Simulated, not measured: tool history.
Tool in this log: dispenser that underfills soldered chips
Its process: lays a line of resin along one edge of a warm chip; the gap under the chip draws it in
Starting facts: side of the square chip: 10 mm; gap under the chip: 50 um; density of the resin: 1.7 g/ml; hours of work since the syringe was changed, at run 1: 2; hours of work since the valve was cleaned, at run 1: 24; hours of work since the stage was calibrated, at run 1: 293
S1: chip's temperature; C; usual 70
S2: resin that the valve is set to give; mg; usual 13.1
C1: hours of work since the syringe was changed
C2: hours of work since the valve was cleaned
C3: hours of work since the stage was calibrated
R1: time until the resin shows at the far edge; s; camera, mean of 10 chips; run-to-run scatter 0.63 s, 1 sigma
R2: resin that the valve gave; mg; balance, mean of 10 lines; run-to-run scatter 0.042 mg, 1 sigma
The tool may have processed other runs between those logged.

{"run": 1, "hour": 0.0, "S1": 70, "S2": 13.1, "C1": 2, "C2": 24, "C3": 293, "R1": 69.6, "R2": 12.84}
{"hour": 9.7, "done": "new syringe of resin"}
{"run": 2, "hour": 13.3, "S1": 70, "S2": 13.1, "C1": 3, "C2": 33, "C3": 303, "R1": 70.9, "R2": 12.66}
{"hour": 21.3, "done": "new syringe of resin"}
{"run": 3, "hour": 22.5, "S1": 70, "S2": 16.1, "C1": 1, "C2": 40, "C3": 309, "R1": 61.8, "R2": 15.42}
{"hour": 26.2, "done": "dispensing valve cleaned and set on the balance"}
{"hour": 34.0, "done": "new syringe of resin"}
{"run": 4, "hour": 34.0, "S1": 70, "S2": 11.2, "C1": 0, "C2": 6, "C3": 317, "R1": 60.5, "R2": 11.13}
{"hour": 45.4, "done": "new syringe of resin"}
{"run": 5, "hour": 46.7, "S1": 70, "S2": 13.1, "C1": 1, "C2": 15, "C3": 326, "R1": 63.6, "R2": 12.92}
{"run": 6, "hour": 54.9, "S1": 84, "S2": 13.1, "C1": 7, "C2": 21, "C3": 332, "R1": 60.4, "R2": 12.86}
{"hour": 57.5, "done": "new syringe of resin"}
{"run": 7, "hour": 67.5, "S1": 84, "S2": 13.1, "C1": 7, "C2": 30, "C3": 341, "R1": 61.5, "R2": 12.78}
{"hour": 68.9, "done": "new syringe of resin"}
{"hour": 80.8, "done": "new syringe of resin"}
{"run": 8, "hour": 81.0, "S1": 70, "S2": 13.1, "C1": 0, "C2": 39, "C3": 351, "R1": 60.8, "R2": 12.6}
{"hour": 85.4, "done": "dispensing valve cleaned and set on the balance"}
{"hour": 94.1, "done": "new syringe of resin"}
{"run": 9, "hour": 95.9, "S1": 80, "S2": 13.1, "C1": 1, "C2": 7, "C3": 361, "R1": 46.0, "R2": 12.94}
{"run": 10, "hour": 102.8, "S1": 80, "S2": 13.1, "C1": 6, "C2": 13, "C3": 366, "R1": 67.4, "R2": 12.85}
{"hour": 105.7, "done": "new syringe of resin"}
{"run": 11, "hour": 113.0, "S1": 80, "S2": 13.1, "C1": 5, "C2": 20, "C3": 373, "R1": 60.9, "R2": 12.84}
{"hour": 117.9, "done": "new syringe of resin"}
{"run": 12, "hour": 120.9, "S1": 80, "S2": 14.3, "C1": 2, "C2": 25, "C3": 379, "R1": 48.6, "R2": 13.85}
{"hour": 129.3, "done": "new syringe of resin"}
{"run": 13, "hour": 135.1, "S1": 80, "S2": 14.3, "C1": 4, "C2": 36, "C3": 389, "R1": 55.3, "R2": 13.77}
{"hour": 141.8, "done": "new syringe of resin"}
{"hour": 144.8, "done": "dispensing valve cleaned and set on the balance"}
{"run": 14, "hour": 147.4, "S1": 70, "S2": 13.1, "C1": 3, "C2": 2, "C3": 397, "R1": 77.3, "R2": 13.15}
{"hour": 154.7, "done": "new syringe of resin"}
{"run": 15, "hour": 161.9, "S1": 70, "S2": 13.1, "C1": 5, "C2": 12, "C3": 407, "R1": 89.1, "R2": 12.96}
{"hour": 166.4, "done": "new syringe of resin"}
{"run": 16, "hour": 175.3, "S1": 70, "S2": 13.1, "C1": 7, "C2": 22, "C3": 417, "R1": 101.8, "R2": 12.7}
{"hour": 177.9, "done": "new syringe of resin"}
{"run": 17, "hour": 182.3, "S1": 58, "S2": 13.1, "C1": 3, "C2": 27, "C3": 422, "R1": 126.6, "R2": 12.79}
{"hour": 189.2, "done": "new syringe of resin"}
{"run": 18, "hour": 194.5, "S1": 58, "S2": 13.1, "C1": 4, "C2": 36, "C3": 431, "R1": 132.5, "R2": 12.68}
{"hour": 200.7, "done": "new syringe of resin"}
{"hour": 203.7, "done": "dispensing valve cleaned and set on the balance"}
{"run": 19, "hour": 208.3, "S1": 61, "S2": 15.5, "C1": 5, "C2": 3, "C3": 440, "R1": 123.1, "R2": 15.51}
{"hour": 213.1, "done": "new syringe of resin"}
{"run": 20, "hour": 222.4, "S1": 61, "S2": 12.5, "C1": 7, "C2": 14, "C3": 450, "R1": 146.5, "R2": 12.32}
{"hour": 225.4, "done": "new syringe of resin"}
{"run": 21, "hour": 232.4, "S1": 63, "S2": 12.6, "C1": 5, "C2": 21, "C3": 457, "R1": 118.5, "R2": 12.29}
{"hour": 237.5, "done": "new syringe of resin"}
{"run": 22, "hour": 239.9, "S1": 79, "S2": 11.8, "C1": 2, "C2": 26, "C3": 463, "R1": 50.8, "R2": 11.49}

For run 23, what comes out?
{"run": 23, "hour": 246.7, "S1": 57, "S2": 15.7, "C1": 7, "C2": 31, "C3": 467, "R1": "?", "R2": "?"}

Run 23 gave R1 168.2 s, R2 15.12 mg.
Minus the tool's unlogged condition, the same run would have read R1 92.3 s, R2 15.60 mg.

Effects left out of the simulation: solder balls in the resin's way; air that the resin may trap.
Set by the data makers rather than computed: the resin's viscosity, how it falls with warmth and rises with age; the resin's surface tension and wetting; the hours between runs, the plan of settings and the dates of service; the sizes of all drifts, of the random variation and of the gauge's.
